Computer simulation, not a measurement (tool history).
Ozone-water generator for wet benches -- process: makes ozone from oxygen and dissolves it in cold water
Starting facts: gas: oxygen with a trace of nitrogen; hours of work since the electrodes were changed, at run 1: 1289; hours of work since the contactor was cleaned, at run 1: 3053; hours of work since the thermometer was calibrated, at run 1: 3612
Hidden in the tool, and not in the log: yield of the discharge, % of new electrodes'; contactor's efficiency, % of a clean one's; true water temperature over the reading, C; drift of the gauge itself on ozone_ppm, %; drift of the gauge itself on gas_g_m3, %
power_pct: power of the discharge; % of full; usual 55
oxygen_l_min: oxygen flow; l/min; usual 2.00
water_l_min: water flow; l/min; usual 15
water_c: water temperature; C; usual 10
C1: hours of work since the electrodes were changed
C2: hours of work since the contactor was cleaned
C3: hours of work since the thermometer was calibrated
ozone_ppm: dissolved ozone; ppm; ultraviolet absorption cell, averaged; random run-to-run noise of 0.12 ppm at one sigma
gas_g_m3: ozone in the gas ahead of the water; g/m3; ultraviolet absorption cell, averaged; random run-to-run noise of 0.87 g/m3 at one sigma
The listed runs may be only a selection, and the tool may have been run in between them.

{"run": 1, "hour": 0.0, "power_pct": 55, "oxygen_l_min": 2.0, "water_l_min": 15, "water_c": 10, "C1": 1289, "C2": 3053, "C3": 3612, "ozone_ppm": 11.1, "gas_g_m3": 137.0}
{"run": 2, "hour": 33.7, "power_pct": 55, "oxygen_l_min": 1.04, "water_l_min": 15, "water_c": 10, "C1": 1316, "C2": 3080, "C3": 3639, "ozone_ppm": 10.1, "gas_g_m3": 214.6}
{"run": 3, "hour": 57.5, "power_pct": 55, "oxygen_l_min": 1.04, "water_l_min": 15, "water_c": 10, "C1": 1335, "C2": 3099, "C3": 3658, "ozone_ppm": 10.3, "gas_g_m3": 213.7}
{"run": 4, "hour": 79.2, "power_pct": 55, "oxygen_l_min": 1.03, "water_l_min": 15, "water_c": 10, "C1": 1352, "C2": 3117, "C3": 3675, "ozone_ppm": 10.1, "gas_g_m3": 218.0}
{"run": 5, "hour": 122.0, "power_pct": 55, "oxygen_l_min": 2.81, "water_l_min": 15, "water_c": 10, "C1": 1387, "C2": 3151, "C3": 3710, "ozone_ppm": 11.1, "gas_g_m3": 107.3}
{"run": 6, "hour": 154.7, "power_pct": 55, "oxygen_l_min": 2.81, "water_l_min": 15, "water_c": 10, "C1": 1413, "C2": 3177, "C3": 3736, "ozone_ppm": 11.2, "gas_g_m3": 107.7}
{"run": 7, "hour": 192.0, "power_pct": 55, "oxygen_l_min": 2.81, "water_l_min": 15, "water_c": 10, "C1": 1443, "C2": 3207, "C3": 3766, "ozone_ppm": 11.0, "gas_g_m3": 108.2}
{"run": 8, "hour": 226.4, "power_pct": 55, "oxygen_l_min": 2.0, "water_l_min": 15, "water_c": 11, "C1": 1470, "C2": 3235, "C3": 3793, "ozone_ppm": 10.8, "gas_g_m3": 134.5}
{"run": 9, "hour": 252.0, "power_pct": 55, "oxygen_l_min": 2.0, "water_l_min": 15, "water_c": 10, "C1": 1491, "C2": 3255, "C3": 3814, "ozone_ppm": 11.1, "gas_g_m3": 135.9}
{"run": 10, "hour": 274.1, "power_pct": 55, "oxygen_l_min": 2.0, "water_l_min": 15, "water_c": 10, "C1": 1509, "C2": 3273, "C3": 3832, "ozone_ppm": 10.8, "gas_g_m3": 137.2}
{"run": 11, "hour": 308.3, "power_pct": 55, "oxygen_l_min": 2.0, "water_l_min": 15, "water_c": 10, "C1": 1536, "C2": 3300, "C3": 3859, "ozone_ppm": 10.8, "gas_g_m3": 136.1}
{"run": 12, "hour": 328.7, "power_pct": 41, "oxygen_l_min": 2.0, "water_l_min": 15, "water_c": 10, "C1": 1552, "C2": 3317, "C3": 3875, "ozone_ppm": 9.1, "gas_g_m3": 109.8}
{"run": 13, "hour": 367.1, "power_pct": 55, "oxygen_l_min": 2.0, "water_l_min": 15, "water_c": 10, "C1": 1583, "C2": 3347, "C3": 3906, "ozone_ppm": 11.0, "gas_g_m3": 134.3}
{"run": 14, "hour": 387.9, "power_pct": 55, "oxygen_l_min": 2.0, "water_l_min": 15, "water_c": 10, "C1": 1600, "C2": 3364, "C3": 3923, "ozone_ppm": 10.9, "gas_g_m3": 136.9}
{"run": 15, "hour": 418.9, "power_pct": 55, "oxygen_l_min": 2.0, "water_l_min": 15, "water_c": 10, "C1": 1625, "C2": 3389, "C3": 3948, "ozone_ppm": 11.1, "gas_g_m3": 136.2}
{"run": 16, "hour": 438.1, "power_pct": 55, "oxygen_l_min": 2.0, "water_l_min": 16, "water_c": 7, "C1": 1640, "C2": 3404, "C3": 3963, "ozone_ppm": 10.3, "gas_g_m3": 135.9}
{"run": 17, "hour": 463.8, "power_pct": 61, "oxygen_l_min": 2.3, "water_l_min": 23, "water_c": 7, "C1": 1661, "C2": 3425, "C3": 3984, "ozone_ppm": 7.9, "gas_g_m3": 132.8}
{"run": 18, "hour": 483.3, "power_pct": 77, "oxygen_l_min": 2.0, "water_l_min": 17, "water_c": 10, "C1": 1676, "C2": 3441, "C3": 3999, "ozone_ppm": 12.2, "gas_g_m3": 170.9}
{"run": 19, "hour": 516.8, "power_pct": 56, "oxygen_l_min": 1.04, "water_l_min": 17, "water_c": 10, "C1": 1703, "C2": 3467, "C3": 4026, "ozone_ppm": 8.8, "gas_g_m3": 215.5}
{"run": 20, "hour": 549.6, "power_pct": 56, "oxygen_l_min": 1.04, "water_l_min": 17, "water_c": 10, "C1": 1729, "C2": 3494, "C3": 4052, "ozone_ppm": 9.0, "gas_g_m3": 215.5}
{"run": 21, "hour": 588.9, "power_pct": 55, "oxygen_l_min": 2.0, "water_l_min": 15, "water_c": 10, "C1": 1761, "C2": 3525, "C3": 4084, "ozone_ppm": 10.9, "gas_g_m3": 134.2}
{"run": 22, "hour": 614.1, "power_pct": 55, "oxygen_l_min": 2.0, "water_l_min": 15, "water_c": 7, "C1": 1781, "C2": 3545, "C3": 4104, "ozone_ppm": 11.1, "gas_g_m3": 134.3}
{"run": 23, "hour": 642.4, "power_pct": 55, "oxygen_l_min": 2.0, "water_l_min": 15, "water_c": 7, "C1": 1804, "C2": 3568, "C3": 4127, "ozone_ppm": 11.0, "gas_g_m3": 132.6}
{"run": 24, "hour": 675.2, "power_pct": 55, "oxygen_l_min": 2.0, "water_l_min": 16, "water_c": 14, "C1": 1830, "C2": 3594, "C3": 4153, "ozone_ppm": 9.9, "gas_g_m3": 133.8}
{"run": 25, "hour": 710.3, "power_pct": 56, "oxygen_l_min": 2.0, "water_l_min": 15, "water_c": 14, "C1": 1858, "C2": 3623, "C3": 4181, "ozone_ppm": 10.7, "gas_g_m3": 137.0}
{"run": 26, "hour": 744.6, "power_pct": 41, "oxygen_l_min": 1.78, "water_l_min": 12, "water_c": 7, "C1": 1886, "C2": 3650, "C3": 4209, "ozone_ppm": 11.0, "gas_g_m3": 118.6}
{"run": 27, "hour": 779.8, "power_pct": 41, "oxygen_l_min": 1.78, "water_l_min": 12, "water_c": 7, "C1": 1914, "C2": 3678, "C3": 4237, "ozone_ppm": 11.0, "gas_g_m3": 118.3}
{"run": 28, "hour": 821.7, "power_pct": 41, "oxygen_l_min": 1.78, "water_l_min": 11, "water_c": 8, "C1": 1947, "C2": 3712, "C3": 4270, "ozone_ppm": 11.8, "gas_g_m3": 120.4}

A few steps of ozone_ppm between consecutive runs. Split each: what settings, incoming material and random variation would produce without the hidden state, and what is left over for the hidden state, along with gauge scatter present in only one of the two compared results (measured, and without hidden state):
Run 17 -> 18: power_pct 61 -> 77, oxygen_l_min 2.30 -> 2.00, water_l_min 23 -> 17, water_c 7 -> 10. ozone_ppm +4.3 ppm: hidden state -0.6, all else +4.9.
Run 18 -> 19: power_pct 77 -> 56, oxygen_l_min 2.00 -> 1.04. ozone_ppm -3.4 ppm: hidden state +0.5, all else -3.9.
